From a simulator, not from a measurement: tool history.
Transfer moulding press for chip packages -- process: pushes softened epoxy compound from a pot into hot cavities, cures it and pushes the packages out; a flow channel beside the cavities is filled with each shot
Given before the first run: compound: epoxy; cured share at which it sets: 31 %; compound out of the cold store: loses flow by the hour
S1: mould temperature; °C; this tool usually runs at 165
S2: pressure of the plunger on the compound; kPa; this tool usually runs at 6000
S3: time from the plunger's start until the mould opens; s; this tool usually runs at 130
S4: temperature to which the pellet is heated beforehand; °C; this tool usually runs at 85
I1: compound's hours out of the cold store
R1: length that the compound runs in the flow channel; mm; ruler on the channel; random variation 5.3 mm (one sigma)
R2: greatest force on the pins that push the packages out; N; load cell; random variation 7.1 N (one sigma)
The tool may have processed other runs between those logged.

Run 1, hour 0.0: usual settings; I1 11.1. Result: R1 576 mm, R2 379 N.
Run 2, hour 15.8: usual settings; I1 47.2. Result: R1 529 mm, R2 410 N.
Run 3, hour 26.0: usual settings; I1 14.4. Result: R1 566 mm, R2 430 N.
Run 4, hour 36.0: usual settings; I1 32.3. Result: R1 543 mm, R2 469 N.
At hour 38.7: cavities cleaned with cleaning compound and waxed.
Run 5, hour 56.5: usual settings but S4 84 °C; I1 24.7. Result: R1 557 mm, R2 357 N.
Run 6, hour 72.3: usual settings but S4 84 °C; I1 33.4. Result: R1 539 mm, R2 396 N.
Run 7, hour 80.4: usual settings but S2 6460 kPa, S4 84 °C; I1 19.7. Result: R1 574 mm, R2 422 N.
Run 8, hour 94.3: usual settings but S3 112 s; I1 35.4. Result: R1 536 mm, R2 492 N.
At hour 112.8: cavities cleaned with cleaning compound and waxed.
Run 9, hour 114.3: usual settings but S4 91 °C; I1 33.7. Result: R1 537 mm, R2 302 N.
Run 10, hour 127.6: usual settings but S4 91 °C; I1 44.8. Result: R1 519 mm, R2 328 N.
Run 11, hour 141.3: usual settings; I1 27.7. Result: R1 539 mm, R2 367 N.
Run 12, hour 154.8: usual settings; I1 15.3. Result: R1 561 mm, R2 397 N.
Run 13, hour 165.9: usual settings; I1 8.7. Result: R1 557 mm, R2 435 N.
Run 14, hour 177.6: usual settings; I1 18.8. Result: R1 558 mm, R2 452 N.
At hour 186.8: cavities cleaned with cleaning compound and waxed.
Run 15, hour 190.3: usual settings but S1 172 °C, S2 5750 kPa; I1 25.4. Result: R1 503 mm, R2 278 N.
Run 16, hour 203.9: usual settings but S1 172 °C, S2 7400 kPa, S3 166 s; I1 47.9. Result: R1 557 mm, R2 325 N.
Run 17, hour 220.4: usual settings but S1 172 °C, S2 7400 kPa, S3 166 s; I1 40.6. Result: R1 552 mm, R2 359 N.
Run 18, hour 235.7: usual settings but S1 172 °C, S2 7400 kPa, S3 166 s; I1 44.2. Result: R1 553 mm, R2 393 N.
Run 19, hour 244.9: usual settings but S4 90 °C; I1 38.2. Result: R1 522 mm, R2 443 N.
Run 20, hour 255.9: usual settings but S1 170 °C, S3 118 s, S4 92 °C; I1 9.8. Result: R1 534 mm, R2 467 N.
At hour 260.9: cavities cleaned with cleaning compound and waxed.
Run 21, hour 268.0: usual settings; I1 45.4. Result: R1 511 mm, R2 323 N.
Run 22, hour 286.8: usual settings; I1 30.3. Result: R1 524 mm, R2 381 N.
Run 23, hour 302.6: usual settings; I1 30.6. Result: R1 519 mm, R2 401 N.
Run 24, hour 316.4: usual settings; I1 10.6. Result: R1 541 mm, R2 451 N.
Run 25, hour 324.4: usual settings but S2 6470 kPa, S3 164 s, S4 82 °C; I1 38.6. Result: R1 534 mm, R2 416 N.
At hour 335.3: cavities cleaned with cleaning compound and waxed.
Run 26, hour 345.5: usual settings but S1 161 °C, S3 162 s, S4 90 °C; I1 33.5. Result: R1 525 mm, R2 319 N.
Run 27, hour 360.0: usual settings but S1 169 °C, S3 146 s, S4 90 °C; I1 25.8. Result: R1 523 mm, R2 328 N.
Run 28, hour 373.7: usual settings but S2 5420 kPa; I1 14.9. Result: R1 509 mm, R2 386 N.

Predict each of these 4 candidate next runs independently; none follows another, all start after run 28:
Run A, hour 389.6: usual settings but S1 172 °C, S4 80 °C; I1 13.7. Result: R1 ?, R2 ?.
Run B, hour 389.6: usual settings but S2 6700 kPa, S3 121 s, S4 79 °C; I1 36.1. Result: R1 ?, R2 ?.
Run C, hour 389.6: usual settings but S3 132 s, S4 75 °C; I1 18.5. Result: R1 ?, R2 ?.
Run D, hour 389.6: usual settings but S2 5270 kPa; I1 15.6. Result: R1 ?, R2 ?.

run   R1   R2
  A  515  405
  B  536  453
  C  533  444
  D  497  434
With the hidden condition removed and each run's random variation left untouched, the same runs would have given:
run   R1   R2
  A  556  276
  B  579  304
  C  576  299
  D  537  293
